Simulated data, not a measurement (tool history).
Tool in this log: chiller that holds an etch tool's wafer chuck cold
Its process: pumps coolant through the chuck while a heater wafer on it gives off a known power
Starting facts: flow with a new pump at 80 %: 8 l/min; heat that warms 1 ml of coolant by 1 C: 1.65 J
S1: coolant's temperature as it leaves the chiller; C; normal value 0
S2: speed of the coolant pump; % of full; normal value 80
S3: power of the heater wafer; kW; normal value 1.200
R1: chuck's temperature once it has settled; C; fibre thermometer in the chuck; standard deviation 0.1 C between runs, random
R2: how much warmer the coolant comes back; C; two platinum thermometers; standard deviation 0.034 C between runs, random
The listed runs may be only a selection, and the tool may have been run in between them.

Run 1, hour 0.0: usual settings. Result: R1 12.9 C, R2 5.46 C.
Run 2, hour 26.3: usual settings but S3 0.783 kW. Result: R1 8.5 C, R2 3.55 C.
Run 3, hour 57.4: usual settings but S3 0.914 kW. Result: R1 9.9 C, R2 4.15 C.
Run 4, hour 96.1: usual settings but S3 0.811 kW. Result: R1 8.9 C, R2 3.71 C.
Run 5, hour 143.0: usual settings but S3 0.811 kW. Result: R1 8.7 C, R2 3.66 C.
Run 6, hour 183.8: usual settings but S3 0.811 kW. Result: R1 8.6 C, R2 3.68 C.
Run 7, hour 219.7: usual settings but S3 0.811 kW. Result: R1 8.8 C, R2 3.63 C.
Run 8, hour 269.3: usual settings but S1 1 C, S3 0.811 kW. Result: R1 9.7 C, R2 3.67 C.
Run 9, hour 324.0: usual settings but S1 1 C, S3 0.811 kW. Result: R1 9.5 C, R2 3.73 C.
Run 10, hour 362.1: usual settings but S1 8 C, S2 61 % of full. Result: R1 23.6 C, R2 7.29 C.
Run 11, hour 392.0: usual settings but S1 -7 C. Result: R1 5.9 C, R2 5.41 C.
Run 12, hour 446.8: usual settings but S2 79 % of full, S3 0.898 kW. Result: R1 9.8 C, R2 4.23 C.
Run 13, hour 476.2: usual settings but S1 -1 C, S2 74 % of full, S3 0.825 kW. Result: R1 8.3 C, R2 4.06 C.
Run 14, hour 530.3: usual settings but S1 -1 C, S2 86 % of full, S3 0.825 kW. Result: R1 7.4 C, R2 3.44 C.
Run 15, hour 563.1: usual settings but S1 2 C, S3 0.889 kW. Result: R1 11.5 C, R2 4.02 C.
Run 16, hour 596.2: usual settings but S1 3 C, S2 70 % of full, S3 1.286 kW. Result: R1 18.1 C, R2 6.79 C.

Predict the results of run 17:
Run 17, hour 630.9: usual settings but S2 73 % of full, S3 0.689 kW. Result: R1 ?, R2 ?.

{"run 17": {"R1": 7.9, "R2": 3.51}}
If the tool had no hidden condition, the same run with the same run-to-run variation would have returned R1 7.9 C, R2 3.51 C.
